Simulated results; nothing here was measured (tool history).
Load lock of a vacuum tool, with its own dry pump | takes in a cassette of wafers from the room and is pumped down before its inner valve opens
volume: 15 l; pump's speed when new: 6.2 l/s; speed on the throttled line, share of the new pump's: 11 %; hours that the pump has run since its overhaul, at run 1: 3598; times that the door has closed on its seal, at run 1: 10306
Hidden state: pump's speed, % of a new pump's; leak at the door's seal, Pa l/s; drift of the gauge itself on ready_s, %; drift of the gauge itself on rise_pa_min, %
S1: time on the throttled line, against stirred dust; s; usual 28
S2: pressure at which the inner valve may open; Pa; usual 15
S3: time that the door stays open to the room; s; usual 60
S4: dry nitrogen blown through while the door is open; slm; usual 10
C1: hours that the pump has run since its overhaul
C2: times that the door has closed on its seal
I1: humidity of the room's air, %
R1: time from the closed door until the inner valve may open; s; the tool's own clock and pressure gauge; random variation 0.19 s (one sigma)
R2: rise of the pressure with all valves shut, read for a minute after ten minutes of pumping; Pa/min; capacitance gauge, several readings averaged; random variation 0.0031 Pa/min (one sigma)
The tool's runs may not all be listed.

Run 1, hour 0.0: usual settings; C1 3598; C2 10306; I1 48.5. Result: R1 46.3 s, R2 0.057 Pa/min.
Run 2, hour 204.7: usual settings but S1 45 s; C1 3803; C2 10623; I1 45.9. Result: R1 61.7 s, R2 0.059 Pa/min.
Run 3, hour 347.5: usual settings but S1 45 s; C1 3946; C2 10844; I1 44.8. Result: R1 61.4 s, R2 0.049 Pa/min.
Run 4, hour 464.9: usual settings but S1 36 s; C1 4063; C2 11026; I1 47.3. Result: R1 53.5 s, R2 0.062 Pa/min.
Run 5, hour 674.6: usual settings but S1 36 s; C1 4273; C2 11351; I1 43.3. Result: R1 53.5 s, R2 0.054 Pa/min.
Run 6, hour 874.6: usual settings but S1 36 s; C1 4473; C2 11660; I1 47.2. Result: R1 53.7 s, R2 0.055 Pa/min.
Run 7, hour 1030.2: usual settings but S2 18 Pa; C1 4629; C2 11901; I1 44.3. Result: R1 45.9 s, R2 0.053 Pa/min.
Run 8, hour 1182.9: usual settings but S2 18 Pa; C1 4781; C2 12138; I1 43.8. Result: R1 46.0 s, R2 0.053 Pa/min.
Run 9, hour 1347.4: usual settings but S2 18 Pa; C1 4946; C2 12393; I1 42.3. Result: R1 46.1 s, R2 0.057 Pa/min.
Run 10, hour 1443.0: usual settings but S2 18 Pa; C1 5041; C2 12541; I1 45.2. Result: R1 45.7 s, R2 0.058 Pa/min.
Run 11, hour 1609.0: usual settings but S2 18 Pa; C1 5207; C2 12798; I1 46.3. Result: R1 45.7 s, R2 0.048 Pa/min.
Run 12, hour 1763.8: usual settings but S1 21 s; C1 5362; C2 13038; I1 45.3. Result: R1 40.6 s, R2 0.058 Pa/min.
Run 13, hour 1868.5: usual settings but S1 23 s; C1 5467; C2 13200; I1 41.5. Result: R1 41.8 s, R2 0.056 Pa/min.
Run 14, hour 1996.8: usual settings but S3 121 s; C1 5595; C2 13399; I1 48.0. Result: R1 46.5 s, R2 0.085 Pa/min.
Run 15, hour 2127.9: usual settings but S3 121 s; C1 5726; C2 13602; I1 45.9. Result: R1 46.1 s, R2 0.087 Pa/min.
Run 16, hour 2304.7: usual settings; C1 5903; C2 13876; I1 48.8. Result: R1 46.3 s, R2 0.051 Pa/min.
Run 17, hour 2457.3: usual settings; C1 6056; C2 14112; I1 43.2. Result: R1 46.3 s, R2 0.054 Pa/min.
Run 18, hour 2610.5: usual settings; C1 6209; C2 14349; I1 47.5. Result: R1 46.3 s, R2 0.061 Pa/min.
Run 19, hour 2741.2: usual settings; C1 6340; C2 14552; I1 42.6. Result: R1 46.1 s, R2 0.049 Pa/min.
Run 20, hour 2941.2: usual settings but S1 16 s; C1 6540; C2 14861; I1 48.0. Result: R1 36.0 s, R2 0.066 Pa/min.
Run 21, hour 3042.2: usual settings but S1 16 s; C1 6641; C2 15018; I1 47.9. Result: R1 36.0 s, R2 0.059 Pa/min.
Run 22, hour 3130.1: usual settings but S1 16 s, S4 33 slm; C1 6729; C2 15154; I1 47.6. Result: R1 35.7 s, R2 0.033 Pa/min.
Run 23, hour 3292.6: usual settings but S1 16 s, S3 33 s, S4 5 slm; C1 6891; C2 15406; I1 48.4. Result: R1 35.9 s, R2 0.049 Pa/min.
Run 24, hour 3428.5: usual settings but S1 25 s, S3 79 s; C1 7027; C2 15616; I1 46.3. Result: R1 43.6 s, R2 0.064 Pa/min.
Run 25, hour 3514.4: usual settings but S1 25 s, S3 79 s; C1 7113; C2 15749; I1 41.9. Result: R1 43.8 s, R2 0.069 Pa/min.
Run 26, hour 3719.7: usual settings but S1 25 s, S3 79 s; C1 7318; C2 16067; I1 44.4. Result: R1 43.5 s, R2 0.066 Pa/min.
Run 27, hour 3921.4: usual settings but S1 22 s, S2 23 Pa, S3 138 s, S4 11 slm; C1 7520; C2 16380; I1 44.6. Result: R1 39.9 s, R2 0.084 Pa/min.
Run 28, hour 4017.7: usual settings but S1 27 s, S2 23 Pa, S3 80 s, S4 11 slm; C1 7616; C2 16529; I1 43.9. Result: R1 44.4 s, R2 0.062 Pa/min.
Run 29, hour 4218.7: usual settings but S1 27 s, S2 22 Pa, S3 131 s, S4 31 slm; C1 7817; C2 16840; I1 43.6. Result: R1 44.9 s, R2 0.051 Pa/min.
Run 30, hour 4371.0: usual settings but S1 18 s, S2 13 Pa, S3 131 s, S4 31 slm; C1 7969; C2 17076; I1 42.3. Result: R1 37.9 s, R2 0.053 Pa/min.
Run 31, hour 4537.4: usual settings but S1 18 s, S2 13 Pa, S3 131 s, S4 31 slm; C1 8136; C2 17334; I1 41.5. Result: R1 37.6 s, R2 0.049 Pa/min.
Run 32, hour 4697.3: usual settings but S1 24 s, S2 12 Pa, S3 227 s, S4 27 slm; C1 8296; C2 17582; I1 46.6. Result: R1 43.3 s, R2 0.089 Pa/min.
Run 33, hour 4789.1: usual settings but S1 24 s, S2 12 Pa, S3 227 s, S4 27 slm; C1 8387; C2 17724; I1 44.1. Result: R1 43.5 s, R2 0.087 Pa/min.
Run 34, hour 4875.2: usual settings but S1 15 s, S2 12 Pa, S3 227 s, S4 27 slm; C1 8474; C2 17857; I1 46.6. Result: R1 35.4 s, R2 0.089 Pa/min.
Run 35, hour 5058.3: usual settings but S1 15 s, S2 12 Pa, S3 227 s, S4 27 slm; C1 8657; C2 18141; I1 42.9. Result: R1 35.2 s, R2 0.079 Pa/min.
Run 36, hour 5205.8: usual settings but S1 15 s, S2 12 Pa, S3 227 s, S4 27 slm; C1 8804; C2 18369; I1 44.9. Result: R1 35.3 s, R2 0.089 Pa/min.
Run 37, hour 5392.4: usual settings but S2 13 Pa, S3 61 s; C1 8991; C2 18658; I1 43.3. Result: R1 46.8 s, R2 0.058 Pa/min.
Run 38, hour 5528.1: usual settings but S1 34 s, S2 13 Pa, S3 38 s; C1 9126; C2 18869; I1 46.5. Result: R1 52.2 s, R2 0.039 Pa/min.

Forecast each of these 3 alternatives for the next run:
Run A, hour 5628.2: usual settings but S1 20 s; C1 9227; C2 19024; I1 47.7. Result: R1 ?, R2 ?.
Run B, hour 5628.2: usual settings but S1 14 s, S2 16 Pa, S3 76 s; C1 9227; C2 19024; I1 48.3. Result: R1 ?, R2 ?.
Run C, hour 5628.2: usual settings but S3 85 s, S4 26 slm; C1 9227; C2 19024; I1 48.2. Result: R1 ?, R2 ?.

run    R1     R2
  A  39.3  0.061
  B  33.8  0.070
  C  46.7  0.048
Without the tool's hidden state the same runs would have given:
run    R1     R2
  A  39.3  0.060
  B  33.8  0.069
  C  46.7  0.047

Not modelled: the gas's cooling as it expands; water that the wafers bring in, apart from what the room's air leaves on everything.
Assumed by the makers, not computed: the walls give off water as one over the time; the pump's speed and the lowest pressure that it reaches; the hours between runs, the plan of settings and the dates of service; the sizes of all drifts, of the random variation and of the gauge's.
